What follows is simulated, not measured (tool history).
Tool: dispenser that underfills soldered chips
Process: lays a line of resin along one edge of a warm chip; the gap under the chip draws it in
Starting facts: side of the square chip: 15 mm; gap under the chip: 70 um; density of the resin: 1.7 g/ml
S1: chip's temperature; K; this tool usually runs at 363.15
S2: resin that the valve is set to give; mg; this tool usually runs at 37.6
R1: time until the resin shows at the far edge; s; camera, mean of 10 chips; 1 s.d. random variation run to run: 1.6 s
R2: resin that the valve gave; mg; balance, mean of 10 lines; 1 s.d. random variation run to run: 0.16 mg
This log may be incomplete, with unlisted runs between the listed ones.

run	hour	S1	S2	R1	R2
1	0	363.15	37.6	191.8	36.95
2	2.2	363.15	37.6	214.4	36.89
# hour 5.6: new syringe of resin
3	5.7	363.15	37.6	163.5	36.7
4	8.9	363.15	39.2	190.4	38.59
5	11	363.15	37.6	218.5	36.82
# hour 14.1: new syringe of resin
6	14.1	363.15	37.6	164.7	36.57
7	17.1	363.15	37.6	196.3	36.6
8	19.9	363.15	37.6	224.9	36.57
# hour 22.4: new syringe of resin
9	22.6	359.15	37.6	185.7	36.51
10	26.6	363.15	46.5	197.3	45.29
# hour 31.1: new syringe of resin
11	31.4	363.15	46.5	159.2	44.84
12	36.1	363.15	46.5	201.5	45
# hour 39.3: new syringe of resin
13	39.8	363.15	46.5	162.3	44.84
14	42.8	363.15	46.5	192.4	44.66
15	45.2	361.15	37.6	238.1	36.39
# hour 47.8: new syringe of resin
16	50.4	361.15	37.6	201.5	36.29
17	52.7	378.15	37.6	136.4	36.36
18	55.5	378.15	37.6	160	36.17
# hour 56.3: new syringe of resin
19	58	378.15	47.3	111.6	45
20	62.5	366.15	33.7	217.4	32.1
# hour 64.6: new syringe of resin
21	65.4	366.15	33.7	166.4	32.23
22	69.3	355.15	47.6	274.1	45.43
# hour 73: new syringe of resin
23	73.3	365.15	33.5	165	31.74
24	76.3	374.15	36.4	140.9	34.34
25	79.3	351.15	47.2	333.5	44.49
# hour 81.5: new syringe of resin
26	82.2	351.15	35.2	252	33.28
27	84.7	364.15	32.6	200.5	30.71
28	87.5	360.15	41.3	244	38.93
# hour 90: new syringe of resin
29	91.9	360.15	41.3	201.2	38.71
30	96	360.15	41.3	252.4	38.71
# hour 98.4: new syringe of resin
31	99.5	359.15	34.5	211.7	32.6
32	104.5	359.15	34.5	278.5	32.08
# hour 106.7: new syringe of resin
33	107.8	363.15	33.4	187.2	31.27
34	112.2	372.15	47.9	163.3	44.51
# hour 115.1: new syringe of resin
35	115.5	361.15	34.7	185.5	32.37
36	118	362.15	43.7	192.5	40.63

Hidden state or all else? Some run-to-run changes of R1, split into what the settings, what came in and random variation would give without the hidden state, and what is left for the hidden state (with any gauge scatter that isn't in both results):
The hidden state here: resin's viscosity, % of fresh resin's; dose that the valve gives, % of what is set; true chip temperature over the reading, C; drift of the gauge itself on fill_s, %; drift of the gauge itself on given_mg, %.
Run 21 -> 22: S1 366.15 -> 355.15, S2 33.7 -> 47.6. R1 +107.7 s: hidden state +55.8, all else +51.9.
Run 22 -> 23: S1 355.15 -> 365.15, S2 47.6 -> 33.5, new syringe of resin. R1 -109.1 s: hidden state -63.7, all else -45.4.
Run 24 -> 25: S1 374.15 -> 351.15, S2 36.4 -> 47.2. R1 +192.6 s: hidden state +77.6, all else +115.
Run 25 -> 26: S2 47.2 -> 35.2, new syringe of resin. R1 -81.5 s: hidden state -85.9, all else +4.4.
Run 32 -> 33: S1 359.15 -> 363.15, S2 34.5 -> 33.4, new syringe of resin. R1 -91.3 s: hidden state -71.5, all else -19.8.
